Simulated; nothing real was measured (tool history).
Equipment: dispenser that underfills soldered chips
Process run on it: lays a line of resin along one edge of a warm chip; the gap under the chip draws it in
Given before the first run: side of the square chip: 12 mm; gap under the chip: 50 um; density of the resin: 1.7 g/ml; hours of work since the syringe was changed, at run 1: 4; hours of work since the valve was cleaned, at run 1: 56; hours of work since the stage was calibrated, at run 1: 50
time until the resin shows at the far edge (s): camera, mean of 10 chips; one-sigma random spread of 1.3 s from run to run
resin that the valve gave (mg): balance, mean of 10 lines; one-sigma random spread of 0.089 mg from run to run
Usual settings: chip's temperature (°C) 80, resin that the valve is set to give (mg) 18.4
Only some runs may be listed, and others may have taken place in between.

| run | day | chip's temperature (°C) | resin that the valve is set to give (mg) | hours of work since the syringe was changed | hours of work since the valve was cleaned | hours of work since the stage was calibrated | time until the resin shows at the far edge (s) | resin that the valve gave (mg) |
|---|---|---|---|---|---|---|---|---|
| 1 | 0 | 80 | 18.4 | 4 | 56 | 50 | 172.5 | 17.82 |
| 2 | 0.192 | 80 | 20.8 | 7 | 59 | 53 | 235.8 | 20.27 |
|  | 0.221 | new syringe of resin |
| 3 | 0.304 | 80 | 20.8 | 2 | 61 | 55 | 141.1 | 20.15 |
| 4 | 0.417 | 80 | 20.8 | 3 | 63 | 57 | 163.5 | 19.91 |
| 5 | 0.617 | 80 | 18.4 | 7 | 66 | 61 | 229.6 | 17.72 |
|  | 0.654 | new syringe of resin |
| 6 | 0.775 | 94 | 18.4 | 2 | 69 | 63 | 96 | 17.78 |
| 7 | 0.896 | 94 | 18.4 | 4 | 71 | 65 | 116.5 | 17.86 |
|  | 1.083 | new syringe of resin |
| 8 | 1.15 | 80 | 18.4 | 1 | 75 | 70 | 137.1 | 17.79 |
| 9 | 1.342 | 80 | 18 | 5 | 79 | 73 | 188 | 17.27 |
| 10 | 1.462 | 65 | 18 | 7 | 81 | 75 | 370 | 17.34 |
|  | 1.525 | new syringe of resin |
| 11 | 1.679 | 65 | 18 | 3 | 85 | 79 | 265.1 | 17.27 |
| 12 | 1.871 | 65 | 18 | 6 | 88 | 82 | 366.3 | 17.23 |
|  | 1.967 | new syringe of resin |
| 13 | 2.038 | 80 | 18.4 | 1 | 91 | 85 | 137.5 | 17.48 |
| 14 | 2.15 | 80 | 18.4 | 3 | 93 | 87 | 165.3 | 17.49 |
| 15 | 2.325 | 84 | 22 | 6 | 96 | 90 | 184.6 | 20.98 |
|  | 2.4 | new syringe of resin |
| 16 | 2.467 | 89 | 20.9 | 1 | 98 | 92 | 103.5 | 19.75 |
|  | 2.529 | dispensing valve cleaned and set on the balance |
| 17 | 2.654 | 73 | 23.4 | 4 | 2 | 95 | 216.8 | 23.36 |

Expected results for the next run?
|  | 2.883 | new syringe of resin |
| 18 | 2.883 | 80 | 17 | 0 | 6 | 99 | ? | ? |

time until the resin shows at the far edge (s): 127.8
resin that the valve gave (mg): 17.02
Minus the tool's unlogged condition, the same run would have read time until the resin shows at the far edge (s) 126, resin that the valve gave (mg) 17.02.

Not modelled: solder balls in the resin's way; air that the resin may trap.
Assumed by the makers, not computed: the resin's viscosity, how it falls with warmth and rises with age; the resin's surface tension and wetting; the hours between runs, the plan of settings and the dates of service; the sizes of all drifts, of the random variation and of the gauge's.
